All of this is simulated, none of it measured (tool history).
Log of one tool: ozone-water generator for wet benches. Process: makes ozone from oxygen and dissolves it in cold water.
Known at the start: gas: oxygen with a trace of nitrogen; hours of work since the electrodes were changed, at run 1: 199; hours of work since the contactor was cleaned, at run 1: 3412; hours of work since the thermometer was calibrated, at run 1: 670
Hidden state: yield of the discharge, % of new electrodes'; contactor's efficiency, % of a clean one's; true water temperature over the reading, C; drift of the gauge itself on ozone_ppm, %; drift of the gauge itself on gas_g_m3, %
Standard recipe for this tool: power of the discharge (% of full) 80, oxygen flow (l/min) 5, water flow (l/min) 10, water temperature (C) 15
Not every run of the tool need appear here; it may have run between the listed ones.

run	hour	power of the discharge (% of full)	oxygen flow (l/min)	water flow (l/min)	water temperature (C)	hours of work since the electrodes were changed	hours of work since the contactor was cleaned	hours of work since the thermometer was calibrated	dissolved ozone (ppm)	ozone in the gas ahead of the water (g/m3)
1	0	80	5	10	15	199	3412	670	38.3	222.1
2	18.5	80	5	10	15	216	3428	686	37.9	223.2
3	43.5	80	5	10	17	237	3449	708	36.5	221.6
4	71.5	80	5	10	15	262	3474	732	38.3	222.5
5	88.9	80	5	11	15	277	3489	747	36.2	220.6
6	120.5	80	5	11	15	304	3516	775	36.2	218.1
7	150.7	55	5	10	15	331	3543	801	30.2	173.8
8	169.8	55	5	10	15	347	3559	818	30.1	172.7
9	200.2	55	5	10	15	373	3586	844	30.2	172.6
10	228.2	55	5	6	15	398	3610	868	39.2	173.4
11	256.5	55	5	6	15	422	3634	893	39.4	175
12	269.7	80	5	10	15	434	3646	904	38.3	220.8
13	284.1	80	5	10	15	446	3659	917	38.2	219.6
14	298.7	80	5	10	15	459	3671	930	38.4	220.3
15	320.8	80	5	10	15	478	3690	949	38	217.7
16	346.9	64	5	10	22	501	3713	971	28.5	191.3
17	371.9	68	4.84	10	15	523	3735	993	34	200.3
18	392.5	68	4.79	13	12	541	3753	1011	30	202.6
19	411.4	68	5.78	13	12	557	3769	1028	30.7	186.6
20	432.1	80	5	11	15	575	3787	1046	35.4	220.8
21	456.9	80	5.87	7	18	597	3809	1067	42.2	205.2
22	484.4	85	5	7	23	621	3833	1091	39.9	229.4
23	507.5	85	5	7	23	641	3853	1111	39.3	226.3
24	536.1	85	4.12	7	23	666	3878	1136	40.7	247.1
25	560	85	4.12	7	23	686	3898	1157	40.9	244.9
26	588.4	85	3.51	8	16	711	3923	1181	43.6	263

Below are 4 alternative next runs, each starting from the tool's condition after run 26. Predict each:
A	614	80	5.77	10	15	733	3945	1204	?	?
B	614	46	5	10	15	733	3945	1204	?	?
C	614	70	7.07	14	15	733	3945	1204	?	?
D	614	62	5	12	15	733	3945	1204	?	?

run	dissolved ozone (ppm)	ozone in the gas ahead of the water (g/m3)
A	38.2	206.2
B	26.6	153.6
C	28	174.1
D	28.6	185.2
With the hidden condition removed and each run's random variation left untouched, the same runs would have given:
run	dissolved ozone (ppm)	ozone in the gas ahead of the water (g/m3)
A	39.5	208.9
B	27.3	155
C	29	176.1
D	29.5	187.3
